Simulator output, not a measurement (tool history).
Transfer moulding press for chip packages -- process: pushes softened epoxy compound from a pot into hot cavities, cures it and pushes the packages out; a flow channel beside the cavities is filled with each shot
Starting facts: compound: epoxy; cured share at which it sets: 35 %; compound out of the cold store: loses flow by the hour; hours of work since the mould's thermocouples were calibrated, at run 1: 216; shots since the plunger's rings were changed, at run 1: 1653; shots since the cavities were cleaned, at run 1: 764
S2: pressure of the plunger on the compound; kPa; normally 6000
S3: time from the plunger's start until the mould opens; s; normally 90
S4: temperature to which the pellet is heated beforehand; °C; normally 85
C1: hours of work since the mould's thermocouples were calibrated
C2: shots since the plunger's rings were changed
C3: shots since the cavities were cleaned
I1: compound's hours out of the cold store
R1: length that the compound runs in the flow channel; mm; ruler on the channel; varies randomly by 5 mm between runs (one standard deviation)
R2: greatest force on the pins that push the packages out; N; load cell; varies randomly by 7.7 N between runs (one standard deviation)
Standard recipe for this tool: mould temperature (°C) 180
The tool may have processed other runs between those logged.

Run 1, hour 0.0: usual settings; C1 216; C2 1653; C3 764; I1 30.4. Result: R1 832 mm, R2 503 N.
At hour 34.0: cavities cleaned with cleaning compound and waxed.
Run 2, hour 36.6: usual settings; C1 238; C2 2127; C3 35; I1 26.5. Result: R1 840 mm, R2 343 N.
Run 3, hour 78.9: usual settings but S4 83 °C; C1 265; C2 2698; C3 606; I1 38.3. Result: R1 809 mm, R2 462 N.
At hour 126.7: cavities cleaned with cleaning compound and waxed.
Run 4, hour 139.2: usual settings but S4 83 °C; C1 302; C2 3491; C3 168; I1 13.5. Result: R1 855 mm, R2 405 N.
At hour 146.8: plunger's sealing rings changed.
Run 5, hour 175.4: usual settings; C1 323; C2 387; C3 624; I1 43.6. Result: R1 813 mm, R2 477 N.
At hour 220.7: cavities cleaned with cleaning compound and waxed.
Run 6, hour 249.7: usual settings; C1 369; C2 1370; C3 393; I1 21.1. Result: R1 860 mm, R2 450 N.
Run 7, hour 301.5: usual settings; C1 402; C2 2069; C3 1092; I1 33.8. Result: R1 831 mm, R2 527 N.
At hour 312.1: cavities cleaned with cleaning compound and waxed.
Run 8, hour 347.9: usual settings but mould temperature (°C) 187, S2 6650 kPa, S3 71 s, S4 79 °C; C1 430; C2 2675; C3 483; I1 43.9. Result: R1 812 mm, R2 442 N.
At hour 405.2: cavities cleaned with cleaning compound and waxed.
Run 9, hour 410.2: usual settings but mould temperature (°C) 187, S2 4770 kPa, S3 71 s, S4 84 °C; C1 469; C2 3496; C3 69; I1 20.5. Result: R1 721 mm, R2 347 N.
At hour 417.9: plunger's sealing rings changed.
At hour 476.4: mould's thermocouples calibrated.
Run 10, hour 482.1: usual settings but S2 7240 kPa, S3 111 s; C1 4; C2 840; C3 978; I1 9.6. Result: R1 994 mm, R2 433 N.
At hour 500.6: cavities cleaned with cleaning compound and waxed.
Run 11, hour 513.9: usual settings but mould temperature (°C) 174, S2 6110 kPa, S3 75 s; C1 23; C2 1249; C3 179; I1 18.1. Result: R1 913 mm, R2 955 N.

4 ways to go on from here, each from the tool as it stands after run 11. What would each give?
Run A, hour 578.4: usual settings but S2 7060 kPa, S3 101 s, S4 86 °C; C1 63; C2 2121; C3 1051; I1 11.8. Result: R1 ?, R2 ?.
Run B, hour 578.4: usual settings but S3 75 s; C1 63; C2 2121; C3 1051; I1 13.9. Result: R1 ?, R2 ?.
Run C, hour 578.4: usual settings; C1 63; C2 2121; C3 1051; I1 41.4. Result: R1 ?, R2 ?.
Run D, hour 578.4: usual settings but mould temperature (°C) 174, S2 6250 kPa, S3 96 s; C1 63; C2 2121; C3 1051; I1 11.9. Result: R1 ?, R2 ?.

run   R1   R2
  A  952  453
  B  874  824
  C  805  512
  D  929  741
Without the tool's hidden state the same runs would have given:
run   R1   R2
  A  979  279
  B  898  517
  C  827  318
  D  955  465

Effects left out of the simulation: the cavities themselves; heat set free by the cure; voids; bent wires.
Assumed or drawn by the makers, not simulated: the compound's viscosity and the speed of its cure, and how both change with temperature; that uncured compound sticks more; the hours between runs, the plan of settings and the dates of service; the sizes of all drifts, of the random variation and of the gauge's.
